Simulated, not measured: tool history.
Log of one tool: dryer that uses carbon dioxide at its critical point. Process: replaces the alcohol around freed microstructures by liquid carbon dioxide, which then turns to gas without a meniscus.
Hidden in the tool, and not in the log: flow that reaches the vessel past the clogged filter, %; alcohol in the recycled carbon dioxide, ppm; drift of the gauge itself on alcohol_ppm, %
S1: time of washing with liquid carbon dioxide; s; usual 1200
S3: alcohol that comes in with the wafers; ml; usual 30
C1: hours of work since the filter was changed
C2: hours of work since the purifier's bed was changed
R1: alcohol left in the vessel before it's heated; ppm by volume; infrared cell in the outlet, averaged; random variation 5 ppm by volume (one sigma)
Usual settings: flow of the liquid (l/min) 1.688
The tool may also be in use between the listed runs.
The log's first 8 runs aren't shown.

{"run": 9, "hour": 77.0, "S1": 1200, "flow of the liquid (l/min)": 1.688, "S3": 90, "C1": 501, "C2": 23, "R1": 39}
{"run": 10, "hour": 89.4, "S1": 1200, "flow of the liquid (l/min)": 1.688, "S3": 39, "C1": 505, "C2": 27, "R1": 11}
{"run": 11, "hour": 102.4, "S1": 1260, "flow of the liquid (l/min)": 1.688, "S3": 30, "C1": 509, "C2": 31, "R1": 21}
{"run": 12, "hour": 110.3, "S1": 1260, "flow of the liquid (l/min)": 1.688, "S3": 30, "C1": 511, "C2": 34, "R1": 20}
{"run": 13, "hour": 118.5, "S1": 1260, "flow of the liquid (l/min)": 1.688, "S3": 30, "C1": 514, "C2": 36, "R1": 9}
{"run": 14, "hour": 131.8, "S1": 1260, "flow of the liquid (l/min)": 1.688, "S3": 30, "C1": 518, "C2": 40, "R1": 19}
{"run": 15, "hour": 138.5, "S1": 1260, "flow of the liquid (l/min)": 1.688, "S3": 30, "C1": 520, "C2": 42, "R1": 21}
{"run": 16, "hour": 148.2, "S1": 1200, "flow of the liquid (l/min)": 1.688, "S3": 30, "C1": 523, "C2": 45, "R1": 16}
{"run": 17, "hour": 161.0, "S1": 1200, "flow of the liquid (l/min)": 1.688, "S3": 30, "C1": 527, "C2": 49, "R1": 15}
{"run": 18, "hour": 170.0, "S1": 1200, "flow of the liquid (l/min)": 2.29, "S3": 30, "C1": 530, "C2": 52, "R1": 6}
{"run": 19, "hour": 178.4, "S1": 1200, "flow of the liquid (l/min)": 2.29, "S3": 30, "C1": 532, "C2": 54, "R1": 14}
{"run": 20, "hour": 192.2, "S1": 1200, "flow of the liquid (l/min)": 2.42, "S3": 30, "C1": 536, "C2": 58, "R1": 21}
{"run": 21, "hour": 203.0, "S1": 1200, "flow of the liquid (l/min)": 1.688, "S3": 30, "C1": 540, "C2": 62, "R1": 17}
{"run": 22, "hour": 215.4, "S1": 1200, "flow of the liquid (l/min)": 1.688, "S3": 30, "C1": 543, "C2": 65, "R1": 12}
{"run": 23, "hour": 228.5, "S1": 1200, "flow of the liquid (l/min)": 1.688, "S3": 30, "C1": 547, "C2": 69, "R1": 18}
{"run": 24, "hour": 240.6, "S1": 1020, "flow of the liquid (l/min)": 1.688, "S3": 30, "C1": 551, "C2": 73, "R1": 37}
{"run": 25, "hour": 250.8, "S1": 1020, "flow of the liquid (l/min)": 1.688, "S3": 30, "C1": 554, "C2": 76, "R1": 30}
{"run": 26, "hour": 260.3, "S1": 900, "flow of the liquid (l/min)": 1.09, "S3": 44, "C1": 557, "C2": 79, "R1": 442}
{"run": 27, "hour": 273.6, "S1": 900, "flow of the liquid (l/min)": 1.09, "S3": 44, "C1": 561, "C2": 83, "R1": 439}
{"run": 28, "hour": 282.0, "S1": 1200, "flow of the liquid (l/min)": 2.32, "S3": 34, "C1": 564, "C2": 86, "R1": 7}
{"run": 29, "hour": 293.4, "S1": 1200, "flow of the liquid (l/min)": 2.32, "S3": 34, "C1": 567, "C2": 89, "R1": 11}
{"run": 30, "hour": 300.8, "S1": 1200, "flow of the liquid (l/min)": 2.61, "S3": 34, "C1": 569, "C2": 91, "R1": 11}
{"run": 31, "hour": 312.8, "S1": 1860, "flow of the liquid (l/min)": 2.61, "S3": 34, "C1": 573, "C2": 95, "R1": 9}

The next listed run, before its measurement:
{"run": 32, "hour": 319.5, "S1": 720, "flow of the liquid (l/min)": 2.61, "S3": 65, "C1": 575, "C2": 97, "R1": "?"}

{"run 32": {"R1": 52}}
Without the tool's hidden state the same run would have given R1 28 ppm by volume.
